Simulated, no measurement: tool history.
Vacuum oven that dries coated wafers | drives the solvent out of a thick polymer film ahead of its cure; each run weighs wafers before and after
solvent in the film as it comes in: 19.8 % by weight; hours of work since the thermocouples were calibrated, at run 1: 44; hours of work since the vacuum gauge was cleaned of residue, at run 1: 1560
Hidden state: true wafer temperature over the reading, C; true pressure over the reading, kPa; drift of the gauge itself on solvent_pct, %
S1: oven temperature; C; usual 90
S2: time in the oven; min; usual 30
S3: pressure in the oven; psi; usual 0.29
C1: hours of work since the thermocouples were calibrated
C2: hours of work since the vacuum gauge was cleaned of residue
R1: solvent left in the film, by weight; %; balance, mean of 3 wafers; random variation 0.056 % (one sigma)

Run 1, hour 0: usual settings; C1 44; C2 1560. Result: R1 2.7 %.
Run 2, hour 39.8: usual settings but S1 88 C; C1 67; C2 1583. Result: R1 3.19 %.
Run 3, hour 92.9: usual settings but S1 89 C; C1 98; C2 1613. Result: R1 2.89 %.
Run 4, hour 156.4: usual settings but S1 78 C; C1 134; C2 1650. Result: R1 7.23 %.
Run 5, hour 218.8: usual settings but S1 78 C; C1 170; C2 1686. Result: R1 7.34 %.
Run 6, hour 267.1: usual settings; C1 198; C2 1714. Result: R1 2.71 %.
Run 7, hour 325.7: usual settings; C1 232; C2 1748. Result: R1 2.68 %.
Run 8, hour 379.1: usual settings; C1 263; C2 1778. Result: R1 2.76 %.
Run 9, hour 444.1: usual settings; C1 300; C2 1816. Result: R1 2.83 %.
Run 10, hour 476.8: usual settings but S3 0.531 psi; C1 319; C2 1835. Result: R1 3.33 %.
Run 11, hour 541.5: usual settings but S3 0.531 psi; C1 356; C2 1872. Result: R1 3.44 %.
Run 12, hour 598.9: usual settings but S3 0.908 psi; C1 389; C2 1905. Result: R1 4.44 %.
Run 13, hour 652.5: usual settings but S3 0.908 psi; C1 420; C2 1936. Result: R1 4.36 %.
Run 14, hour 687.3: usual settings but S2 40 min; C1 440; C2 1956. Result: R1 1.95 %.
Run 15, hour 730.2: usual settings but S3 0.293 psi; C1 465; C2 1980. Result: R1 2.84 %.
Run 16, hour 772.9: usual settings but S2 34 min, S3 0.293 psi; C1 489; C2 2005. Result: R1 2.36 %.
Run 17, hour 837.1: usual settings but S1 92 C, S2 22 min, S3 0.991 psi; C1 526; C2 2042. Result: R1 5.06 %.
Run 18, hour 892: usual settings but S1 89 C, S2 28 min, S3 0.896 psi; C1 558; C2 2074. Result: R1 5.08 %.
Run 19, hour 946.6: usual settings but S1 89 C, S2 28 min, S3 0.896 psi; C1 590; C2 2105. Result: R1 5.07 %.
Run 20, hour 997.7: usual settings but S3 0.441 psi; C1 619; C2 2135. Result: R1 3.34 %.
At hour 1005: vacuum gauge cleaned of residue and calibrated.
Run 21, hour 1064.9: usual settings but S3 0.441 psi; C1 657; C2 34. Result: R1 3.39 %.
Run 22, hour 1130.5: usual settings but S1 103 C, S2 22 min, S3 0.959 psi; C1 695; C2 72. Result: R1 2.3 %.
Run 23, hour 1160.4: usual settings but S1 76 C, S2 32 min, S3 0.22 psi; C1 712; C2 90. Result: R1 8.01 %.
At hour 1203.6: vacuum gauge cleaned of residue and calibrated, once more.
Run 24, hour 1223.6: usual settings but S1 76 C, S2 32 min, S3 0.22 psi; C1 747; C2 11. Result: R1 7.49 %.
Run 25, hour 1273.5: usual settings but S1 82 C, S2 21 min, S3 0.619 psi; C1 776; C2 40. Result: R1 8.4 %.
Run 26, hour 1318.2: usual settings but S2 19 min, S3 0.679 psi; C1 802; C2 66. Result: R1 5.93 %.
Run 27, hour 1384.1: usual settings but S2 19 min, S3 0.679 psi; C1 840; C2 104. Result: R1 5.93 %.
Run 28, hour 1448.2: usual settings but S2 26 min, S3 0.261 psi; C1 877; C2 141. Result: R1 3.29 %.

5 ways to go on from here, each from the tool as it stands after run 28. What would each give?
Run A, hour 1501.9: usual settings but S1 94 C, S3 0.406 psi; C1 908; C2 172. Result: R1 ?.
Run B, hour 1501.9: usual settings but S1 82 C, S2 33 min, S3 0.67 psi; C1 908; C2 172. Result: R1 ?.
Run C, hour 1501.9: usual settings but S1 84 C; C1 908; C2 172. Result: R1 ?.
Run D, hour 1501.9: usual settings but S1 91 C, S3 0.347 psi; C1 908; C2 172. Result: R1 ?.
Run E, hour 1501.9: usual settings but S2 16 min, S3 1.13 psi; C1 908; C2 172. Result: R1 ?.

run    R1
  A  2.16
  B  6.41
  C  4.86
  D  2.77
  E  7.74
Without the tool's hidden state the same runs would have given:
run    R1
  A  1.92
  B  5.94
  C  4.42
  D  2.46
  E  7.27
